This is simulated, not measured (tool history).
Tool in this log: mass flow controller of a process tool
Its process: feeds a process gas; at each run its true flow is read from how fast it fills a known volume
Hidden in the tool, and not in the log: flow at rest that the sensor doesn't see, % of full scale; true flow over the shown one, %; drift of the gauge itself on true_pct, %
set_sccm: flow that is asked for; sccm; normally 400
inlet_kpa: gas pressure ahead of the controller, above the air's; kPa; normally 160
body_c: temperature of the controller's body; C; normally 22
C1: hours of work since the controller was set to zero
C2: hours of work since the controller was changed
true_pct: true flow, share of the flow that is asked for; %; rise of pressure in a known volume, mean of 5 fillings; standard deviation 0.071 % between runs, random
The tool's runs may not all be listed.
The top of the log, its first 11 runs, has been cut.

Run 12, hour 1102.6: usual settings but body_c 39 C; C1 1532; C2 1532. Result: true_pct 100.46 %.
Run 13, hour 1244.7: usual settings but inlet_kpa 224 kPa, body_c 39 C; C1 1613; C2 1613. Result: true_pct 100.01 %.
Run 14, hour 1352.2: usual settings but inlet_kpa 224 kPa, body_c 39 C; C1 1674; C2 1674. Result: true_pct 99.96 %.
Run 15, hour 1480.3: usual settings; C1 1746; C2 1746. Result: true_pct 99.46 %.
Run 16, hour 1563.4: usual settings; C1 1793; C2 1793. Result: true_pct 99.26 %.
Run 17, hour 1696.4: usual settings; C1 1869; C2 1869. Result: true_pct 99.29 %.
Run 18, hour 1781.3: usual settings; C1 1917; C2 1917. Result: true_pct 99.37 %.
Run 19, hour 1924.2: usual settings; C1 1998; C2 1998. Result: true_pct 99.32 %.
Run 20, hour 2011.2: usual settings; C1 2048; C2 2048. Result: true_pct 99.49 %.
Run 21, hour 2089.8: usual settings; C1 2092; C2 2092. Result: true_pct 99.45 %.
Run 22, hour 2229.3: usual settings but set_sccm 109 sccm, inlet_kpa 165 kPa, body_c 35 C; C1 2172; C2 2172. Result: true_pct 98.15 %.
Run 23, hour 2347.1: usual settings but set_sccm 340 sccm, inlet_kpa 175 kPa, body_c 34 C; C1 2238; C2 2238. Result: true_pct 99.82 %.
Run 24, hour 2465.1: usual settings but set_sccm 473 sccm, inlet_kpa 205 kPa, body_c 34 C; C1 2305; C2 2305. Result: true_pct 99.97 %.
Run 25, hour 2571.2: usual settings but set_sccm 431 sccm, inlet_kpa 241 kPa, body_c 29 C; C1 2366; C2 2366. Result: true_pct 99.29 %.
Run 26, hour 2653.8: usual settings but inlet_kpa 146 kPa, body_c 25 C; C1 2413; C2 2413. Result: true_pct 99.51 %.
Run 27, hour 2760.1: usual settings but set_sccm 615 sccm, inlet_kpa 261 kPa, body_c 29 C; C1 2473; C2 2473. Result: true_pct 99.54 %.
Run 28, hour 2899.5: usual settings but set_sccm 615 sccm, inlet_kpa 261 kPa, body_c 29 C; C1 2552; C2 2552. Result: true_pct 99.57 %.
Run 29, hour 3029.7: usual settings but set_sccm 615 sccm, inlet_kpa 261 kPa, body_c 29 C; C1 2626; C2 2626. Result: true_pct 99.44 %.
Run 30, hour 3123.7: usual settings but set_sccm 644 sccm, body_c 39 C; C1 2679; C2 2679. Result: true_pct 100.82 %.
Run 31, hour 3238.6: usual settings but set_sccm 133 sccm, body_c 25 C; C1 2745; C2 2745. Result: true_pct 97.7 %.
Run 32, hour 3338.5: usual settings but set_sccm 815 sccm, inlet_kpa 214 kPa; C1 2801; C2 2801. Result: true_pct 99.7 %.
Run 33, hour 3467.6: usual settings but set_sccm 550 sccm, inlet_kpa 224 kPa, body_c 37 C; C1 2875; C2 2875. Result: true_pct 100.1 %.
Run 34, hour 3575.8: usual settings but set_sccm 550 sccm, inlet_kpa 224 kPa, body_c 37 C; C1 2936; C2 2936. Result: true_pct 100.25 %.
Run 35, hour 3651: usual settings but set_sccm 550 sccm, inlet_kpa 224 kPa, body_c 37 C; C1 2979; C2 2979. Result: true_pct 100.07 %.
Run 36, hour 3767.3: usual settings but set_sccm 131 sccm, inlet_kpa 247 kPa, body_c 34 C; C1 3045; C2 3045. Result: true_pct 97.52 %.

Branching from run 36: 5 alternative next runs. What would each branch give?
Run A, hour 3873.2: usual settings but inlet_kpa 154 kPa; C1 3105; C2 3105. Result: true_pct ?.
Run B, hour 3873.2: usual settings but set_sccm 212 sccm, inlet_kpa 242 kPa, body_c 24 C; C1 3105; C2 3105. Result: true_pct ?.
Run C, hour 3873.2: usual settings but set_sccm 805 sccm, body_c 33 C; C1 3105; C2 3105. Result: true_pct ?.
Run D, hour 3873.2: usual settings but set_sccm 153 sccm, inlet_kpa 182 kPa, body_c 34 C; C1 3105; C2 3105. Result: true_pct ?.
Run E, hour 3873.2: usual settings but set_sccm 469 sccm; C1 3105; C2 3105. Result: true_pct ?.

run  true_pct
  A     99.52
  B     98.11
  C    100.81
  D     98.38
  E     99.58
Had the tool no hidden state, the same runs would have come out as:
run  true_pct
  A      99.8
  B     99.17
  C    100.64
  D    100.08
  E     99.72

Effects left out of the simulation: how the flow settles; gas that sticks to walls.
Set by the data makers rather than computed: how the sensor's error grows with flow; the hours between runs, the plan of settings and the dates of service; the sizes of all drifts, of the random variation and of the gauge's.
